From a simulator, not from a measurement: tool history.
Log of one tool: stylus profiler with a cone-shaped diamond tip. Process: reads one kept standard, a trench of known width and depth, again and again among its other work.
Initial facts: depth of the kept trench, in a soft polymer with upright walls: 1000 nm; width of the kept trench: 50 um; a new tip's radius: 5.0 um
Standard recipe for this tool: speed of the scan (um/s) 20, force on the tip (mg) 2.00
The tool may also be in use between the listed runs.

| run | hour | speed of the scan (um/s) | force on the tip (mg) | depth of the trench (Å) | width of the trench's floor (µm) |
|---|---|---|---|---|---|
| 1 | 0.0 | 20 | 2.00 | 10082.2 | 43.67 |
| 2 | 32.9 | 20 | 3.56 | 10124.2 | 43.66 |
| 3 | 58.5 | 20 | 3.56 | 10122.5 | 43.65 |
| 4 | 80.0 | 20 | 3.56 | 10122.6 | 43.63 |
| 5 | 108.3 | 20 | 3.56 | 10121.3 | 43.65 |
| 6 | 139.2 | 20 | 3.56 | 10117.6 | 43.60 |
| 7 | 166.6 | 20 | 3.56 | 10121.9 | 43.56 |
| 8 | 187.5 | 20 | 2.00 | 10076.7 | 43.57 |
| 9 | 222.9 | 20 | 4.06 | 10128.9 | 43.53 |
| 10 | 244.2 | 20 | 2.00 | 10074.0 | 43.50 |
| 11 | 268.0 | 20 | 2.00 | 10070.7 | 43.50 |
| 12 | 290.2 | 20 | 2.00 | 10072.4 | 43.44 |
| 13 | 321.1 | 20 | 2.00 | 10071.7 | 43.40 |
| 14 | 337.6 | 20 | 2.00 | 10070.7 | 43.37 |
| 15 | 361.1 | 20 | 2.00 | 10068.1 | 43.42 |
| 16 | 389.3 | 20 | 2.00 | 10070.4 | 43.38 |
| 17 | 425.8 | 20 | 2.00 | 10074.2 | 43.32 |
| 18 | 454.6 | 20 | 2.00 | 10068.5 | 43.38 |
| 19 | 470.9 | 20 | 2.00 | 10067.9 | 43.31 |
| 20 | 497.1 | 20 | 2.00 | 10069.1 | 43.32 |
| 21 | 518.5 | 20 | 2.04 | 10067.4 | 43.31 |
| 22 | 545.4 | 8 | 1.00 | 10030.2 | 43.29 |
| 23 | 571.7 | 7 | 0.69 | 10018.7 | 43.29 |
| 24 | 594.1 | 7 | 0.69 | 10020.3 | 43.23 |
| 25 | 610.5 | 66 | 0.87 | 10028.2 | 42.89 |
| 26 | 646.7 | 6 | 1.58 | 10047.5 | 43.20 |
| 27 | 672.5 | 14 | 3.72 | 10108.8 | 43.19 |
| 28 | 691.9 | 74 | 4.04 | 10114.3 | 42.99 |
| 29 | 726.1 | 6 | 1.79 | 10052.4 | 43.09 |
| 30 | 762.8 | 6 | 1.79 | 10053.3 | 43.09 |
| 31 | 787.7 | 8 | 0.67 | 10013.8 | 43.07 |
| 32 | 816.2 | 20 | 2.68 | 10077.9 | 43.09 |

For run 33, what comes out?
| 33 | 843.3 | 6 | 3.22 | ? | ? |

depth of the trench (Å): 10090.6
width of the trench's floor (µm): 43.11
With the hidden condition absent and the run-to-run variation left alone, this run would have shown depth of the trench (Å) 10123.7, width of the trench's floor (µm) 44.02.

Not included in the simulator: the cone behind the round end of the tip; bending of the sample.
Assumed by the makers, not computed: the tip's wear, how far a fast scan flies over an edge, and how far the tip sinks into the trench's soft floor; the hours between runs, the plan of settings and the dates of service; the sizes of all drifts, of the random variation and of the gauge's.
